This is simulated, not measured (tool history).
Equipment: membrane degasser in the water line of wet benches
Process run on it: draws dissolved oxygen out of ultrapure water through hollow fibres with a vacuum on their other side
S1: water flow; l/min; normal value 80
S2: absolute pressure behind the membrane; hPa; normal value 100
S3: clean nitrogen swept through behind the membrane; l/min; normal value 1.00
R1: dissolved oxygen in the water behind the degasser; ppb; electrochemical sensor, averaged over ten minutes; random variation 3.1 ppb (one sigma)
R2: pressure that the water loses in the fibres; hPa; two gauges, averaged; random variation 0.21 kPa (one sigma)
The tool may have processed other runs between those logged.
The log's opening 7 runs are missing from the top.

run      day  S1   S2    S3      R1     R2
  8   26.325  80  100  1.00   873.7  484.2
  9   28.267  80  100  1.00   875.2  484.9
 10   30.571  80  100  1.00   882.7  484.1
 11   33.258  80  100  1.00   877.3  484.8
 12   37.650  80  100  1.00   883.2  480.8
      39.746  -- seals of the vacuum lines changed
 13   40.079  80  100  1.00   884.8  484.9
 14   43.992  80  100  1.83   594.9  481.8
 15   47.592  80  100  1.00   885.7  488.6
      47.912  -- vacuum gauge calibrated
 16   50.571  80  100  1.00   880.1  486.9
 17   53.046  80  100  1.00   884.9  484.3
 18   57.308  80  100  1.00   887.0  486.0
 19   59.617  80  100  1.00   886.7  488.0
 20   63.958  90  112  1.84   762.0  547.5
 21   66.633  90  186  0.93  2007.6  548.6
 22   71.150  90  186  0.93  1986.1  543.5
      74.712  -- vacuum gauge calibrated, once more
 23   74.762  86   76  0.93   665.4  523.6
 24   77.871  92   76  1.56   519.3  557.4
 25   80.700  80  141  1.00  1328.1  486.6
 26   84.292  80  141  1.00  1320.9  492.0
 27   87.233  50  100  0.72   774.5  304.3
 28   90.883  50  100  0.72   776.7  305.2
 29   95.425  50  100  0.72   773.9  309.8
 30   98.892  71  105  0.72  1041.5  437.8
 31  101.317  71  125  0.72  1292.7  432.6
 32  104.033  52   65  0.72   405.7  316.3

What if the next run were any one of these 3? Each begins from the tool's condition after run 32:
  A  107.496  121   91  0.72   ?   ?
  B  107.496  113  151  1.39   ?   ?
  C  107.496   52  190  0.72   ?   ?

run      R1     R2
  A  1259.3  743.2
  B  1519.5  695.3
  C  1674.3  318.9
Had the tool no hidden state, the same runs would have come out as:
run      R1     R2
  A  1241.7  724.4
  B  1505.9  677.7
  C  1672.2  310.8

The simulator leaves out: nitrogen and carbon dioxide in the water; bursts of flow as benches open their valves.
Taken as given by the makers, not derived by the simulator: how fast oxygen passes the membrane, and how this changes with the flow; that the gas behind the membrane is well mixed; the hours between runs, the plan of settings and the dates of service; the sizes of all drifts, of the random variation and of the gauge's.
